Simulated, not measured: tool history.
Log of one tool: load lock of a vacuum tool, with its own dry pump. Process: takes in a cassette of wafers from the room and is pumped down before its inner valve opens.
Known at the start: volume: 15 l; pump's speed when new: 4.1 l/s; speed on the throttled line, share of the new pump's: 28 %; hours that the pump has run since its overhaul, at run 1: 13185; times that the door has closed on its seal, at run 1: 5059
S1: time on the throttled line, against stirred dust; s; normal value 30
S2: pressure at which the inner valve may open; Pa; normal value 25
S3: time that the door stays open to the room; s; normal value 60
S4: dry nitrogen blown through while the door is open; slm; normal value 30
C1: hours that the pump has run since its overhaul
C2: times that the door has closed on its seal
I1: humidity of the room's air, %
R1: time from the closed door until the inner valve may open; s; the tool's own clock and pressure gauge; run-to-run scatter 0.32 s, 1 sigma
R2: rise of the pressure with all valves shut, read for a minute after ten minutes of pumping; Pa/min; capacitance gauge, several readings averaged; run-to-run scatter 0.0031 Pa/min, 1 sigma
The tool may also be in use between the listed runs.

| run | day | S1 | S2 | S3 | S4 | C1 | C2 | I1 | R1 | R2 |
|---|---|---|---|---|---|---|---|---|---|---|
| 1 | 0.000 | 30 | 25 | 60 | 30 | 13185 | 5059 | 43.3 | 54.4 | 0.073 |
| 2 | 20.142 | 30 | 25 | 60 | 21 | 13669 | 6742 | 45.2 | 54.1 | 0.091 |
| 3 | 34.212 | 30 | 23 | 60 | 30 | 14007 | 7918 | 44.6 | 54.9 | 0.090 |
| 4 | 57.025 | 30 | 23 | 60 | 30 | 14554 | 9824 | 45.2 | 55.4 | 0.102 |
| 5 | 78.462 | 29 | 23 | 60 | 30 | 15069 | 11615 | 45.1 | 54.0 | 0.109 |
| 6 | 93.321 | 30 | 45 | 60 | 30 | 15425 | 12857 | 48.5 | 51.5 | 0.121 |
| 7 | 113.462 | 30 | 45 | 60 | 30 | 15909 | 14540 | 45.3 | 51.8 | 0.128 |
| 8 | 138.438 | 30 | 45 | 60 | 30 | 16508 | 16627 | 46.6 | 52.7 | 0.141 |
| 9 | 155.788 | 30 | 21 | 26 | 30 | 16924 | 18076 | 46.8 | 55.6 | 0.118 |
| 10 | 171.333 | 31 | 25 | 60 | 30 | 17297 | 19375 | 42.8 | 55.9 | 0.152 |
| 11 | 189.204 | 31 | 25 | 60 | 30 | 17726 | 20868 | 43.1 | 54.9 | 0.163 |

For some of the steps in R1 from one run to the next: how much would appear even if the tool had no hidden state, given the settings, what came in and random variation, and how much remains for the hidden state plus any gauge scatter that the measured result and the result without hidden state don't share?
Hidden state at play: pump's speed, % of a new pump's; leak at the door's seal, Pa l/s; drift of the gauge itself on ready_s, %; drift of the gauge itself on rise_pa_min, %.
Run 8 -> 9: S2 45 -> 21, S3 60 -> 26. R1 +2.9 s: hidden state +0.4, all else +2.5.
